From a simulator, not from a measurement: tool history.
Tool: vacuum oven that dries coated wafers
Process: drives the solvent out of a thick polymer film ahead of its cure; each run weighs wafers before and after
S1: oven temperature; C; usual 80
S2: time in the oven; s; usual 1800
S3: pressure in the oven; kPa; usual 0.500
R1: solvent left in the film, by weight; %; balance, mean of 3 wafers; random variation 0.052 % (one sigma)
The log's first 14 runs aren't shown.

run    day  S1    S2     S3    R1
 15  5.400  88  1800  0.500  0.82
 16  5.862  81  1800  0.500  1.41
 17  6.171  81  1800  0.500  1.31
 18  6.400  81  1800  0.500  1.44
 19  6.771  81  1800  0.500  1.39
 20  7.238  80  1800  0.799  1.84
 21  7.488  80  1800  0.799  1.91
 22  7.738  80  1800  0.799  1.87
 23  8.138  80  1800  1.706  2.90
 24  8.504  91  2280  1.462  1.38
 25  8.958  80  1200  0.967  2.95

The next listed run, before its measurement:
 26  9.375  80  1200  0.967   ?

R1: 3.10 %
Without the tool's hidden state the same run would have given R1 3.23 %.

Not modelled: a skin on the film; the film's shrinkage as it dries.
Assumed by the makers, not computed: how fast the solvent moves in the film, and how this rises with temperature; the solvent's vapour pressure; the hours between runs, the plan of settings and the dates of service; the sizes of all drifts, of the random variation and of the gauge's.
